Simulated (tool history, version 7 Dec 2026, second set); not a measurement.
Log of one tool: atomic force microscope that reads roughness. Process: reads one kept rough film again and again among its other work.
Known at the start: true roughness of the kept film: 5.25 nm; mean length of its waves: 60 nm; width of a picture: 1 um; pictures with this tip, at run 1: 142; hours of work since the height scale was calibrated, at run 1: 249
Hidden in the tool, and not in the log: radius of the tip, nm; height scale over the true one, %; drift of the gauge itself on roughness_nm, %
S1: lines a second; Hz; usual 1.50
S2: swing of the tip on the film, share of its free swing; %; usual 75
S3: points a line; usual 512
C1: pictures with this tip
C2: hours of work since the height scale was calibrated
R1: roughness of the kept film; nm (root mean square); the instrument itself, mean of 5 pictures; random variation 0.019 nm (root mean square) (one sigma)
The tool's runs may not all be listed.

run     day    S1  S2   S3   C1   C2     R1
  1   0.000  1.50  75  512  142  249  4.739
  2   0.546  1.50  75  512  155  256  4.722
  3   1.104  1.50  75  512  169  263  4.732
  4   1.371  1.50  75  512  176  267  4.766
  5   1.788  1.50  75  512  186  272  4.718
  6   2.304  1.50  75  512  199  279  4.706
  7   2.779  1.50  75  512  211  285  4.755
      2.938  -- new tip fitted
  8   3.246  1.50  75  512    8  291  4.732
  9   3.775  1.50  75  512   21  298  4.746
 10   4.133  1.50  67  512   30  302  4.841
 11   4.512  1.50  67  573   39  307  4.851
 12   4.883  1.50  67  573   48  312  4.883
 13   5.279  1.50  75  512   58  317  4.742
 14   5.542  1.50  75  512   65  321  4.750
 15   5.946  1.50  75  512   75  326  4.758
 16   6.421  1.50  75  512   86  332  4.707
 17   6.696  1.50  75  512   93  336  4.756
 18   7.246  1.50  75  512  107  343  4.727
 19   7.829  1.50  75  512  121  351  4.748
 20   8.096  1.50  75  512  128  354  4.719
 21   8.571  1.50  75  512  140  360  4.741
 22   9.008  1.41  75  512  151  366  4.773
 23   9.421  1.50  88  512  161  371  4.476
 24   9.829  1.50  62  512  171  377  4.897
 25  10.138  1.60  57  430  179  381  4.967
 26  10.554  1.60  57  430  189  386  4.977
 27  10.825  1.50  86  952  196  390  4.504
 28  11.288  0.51  73  512  207  396  4.940
     11.579  -- new tip fitted
 29  11.842  0.62  73  425    7  403  4.996
 30  12.271  0.62  73  748   17  408  4.934
 31  12.808  0.86  73  961   30  415  4.911
 32  13.388  0.62  64  970   45  423  5.040
 33  13.900  0.62  64  970   58  429  5.045
 34  14.150  0.62  64  970   64  433  5.010
 35  14.388  0.62  64  970   70  436  4.995
 36  14.708  0.76  66  953   78  440  4.959
 37  15.196  0.76  66  953   90  446  5.006
 38  15.492  0.76  66  953   97  450  4.977
 39  16.071  0.76  66  763  111  458  4.960
 40  16.629  3.48  66  313  125  465  4.590
 41  17.212  0.71  69  330  140  473  4.973
 42  17.617  0.71  69  330  150  478  4.933
 43  17.946  0.71  69  330  158  482  4.924
 44  18.208  0.71  69  330  164  486  4.995
 45  18.733  1.50  76  512  177  492  4.703
 46  19.300  2.14  73  549  192  500  4.644
 47  19.604  2.14  73  549  199  504  4.605
 48  20.079  3.80  73  549  211  510  4.352

4 ways to go on from here, each from the tool as it stands after run 48. What would each give?
     20.225  -- new tip fitted
  A  20.617  0.52  75   512  10  517   ?
     20.225  -- new tip fitted
  B  20.617  1.07  83   627  10  517   ?
     20.225  -- new tip fitted
  C  20.617  1.15  57  1007  10  517   ?
     20.225  -- new tip fitted
  D  20.617  0.96  87   512  10  517   ?

run     R1
  A  4.972
  B  4.698
  C  5.048
  D  4.704
Without the tool's hidden state the same runs would have given:
run     R1
  A  4.975
  B  4.700
  C  5.051
  D  4.706
